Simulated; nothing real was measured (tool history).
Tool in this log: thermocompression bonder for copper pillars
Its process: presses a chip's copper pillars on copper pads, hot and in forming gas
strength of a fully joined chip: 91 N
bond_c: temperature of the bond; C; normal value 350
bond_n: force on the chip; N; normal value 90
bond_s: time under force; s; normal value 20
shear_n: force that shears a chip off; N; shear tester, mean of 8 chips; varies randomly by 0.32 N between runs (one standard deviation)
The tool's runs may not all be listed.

run,day,bond_c,bond_n,bond_s,shear_n
1,0,350,90,20,59.2
2,2.254,350,62,20,50
3,5.008,350,62,20,49.6
# day 7.421: heater calibrated with a thermocouple chip
4,7.438,350,90,49,68.5
5,10.55,350,90,15,49.5
# day 10.883: forming gas filter changed
6,13.625,350,90,15,52.5
7,16.375,350,90,15,51.9
# day 17.862: heater calibrated with a thermocouple chip, once more
8,19.929,350,90,15,58.4
9,22.221,350,90,15,57.4
10,25.188,350,90,20,60.9
11,27.604,350,56,20,50.1
12,29.825,350,56,20,50.4
# day 32.233: forming gas filter changed
13,33.617,350,90,24,66.1
14,37.821,350,90,20,62
15,39.692,350,90,20,61.9
16,42.883,350,90,20,61.1
17,47.167,350,90,20,60.3
18,49.392,371,90,20,67.8
19,53.096,350,90,34,66.6
# day 53.329: forming gas filter changed
20,57.142,350,90,34,69.9
21,60.9,365,90,20,66.9
22,64.004,355,86,23,63
23,67.954,350,98,20,60.5
# day 68.279: heater calibrated with a thermocouple chip
24,70.129,359,90,20,66.5
# day 71.492: force cell calibrated
25,73.229,360,70,22,60.4
# day 74.467: forming gas filter changed
26,76.646,360,70,20,62.9
27,79.575,360,70,20,62.3
28,83.554,339,62,20,48
29,85.629,350,88,14,55.4
30,87.962,326,62,44,53.4
31,92.129,324,90,20,47.4
32,94.246,324,90,20,46.9
# day 95.554: forming gas filter changed
33,97.621,324,90,20,49.2
34,101.292,339,90,20,56
35,103.808,366,90,48,79.6
36,106.475,352,104,20,65
37,110.733,350,100,15,57.1
38,112.992,379,103,18,71.3

Some steps in shear_n, run to run, broken into two amounts with sign: the step expected even without the hidden condition (settings, incoming material, random variation), and the rest, left for the hidden condition together with whatever gauge scatter is not in both the measured and the hidden-condition-free result:
Hidden state at play: true temperature of the bond over the reading, C; force that reaches the chip, % of what is set; oxide that the forming gas leaves, % of the face; drift of the gauge itself on shear_n, %.
Run 3 -> 4: bond_n 62 -> 90, bond_s 20 -> 49, heater calibrated with a thermocouple chip. shear_n +18.9 N: hidden state -3, all else +21.9.
Run 4 -> 5: bond_s 49 -> 15. shear_n -19 N: hidden state -0.9, all else -18.1.
Run 7 -> 8: heater calibrated with a thermocouple chip, once more. shear_n +6.5 N: hidden state +6.4, all else +0.1.
Run 19 -> 20: forming gas filter changed. shear_n +3.3 N: hidden state +3.5, all else -0.2.
Run 25 -> 26: bond_s 22 -> 20, forming gas filter changed. shear_n +2.5 N: hidden state +3.4, all else -0.9.
Run 34 -> 35: bond_c 339 -> 366, bond_s 20 -> 48. shear_n +23.6 N: hidden state -0.3, all else +23.9.
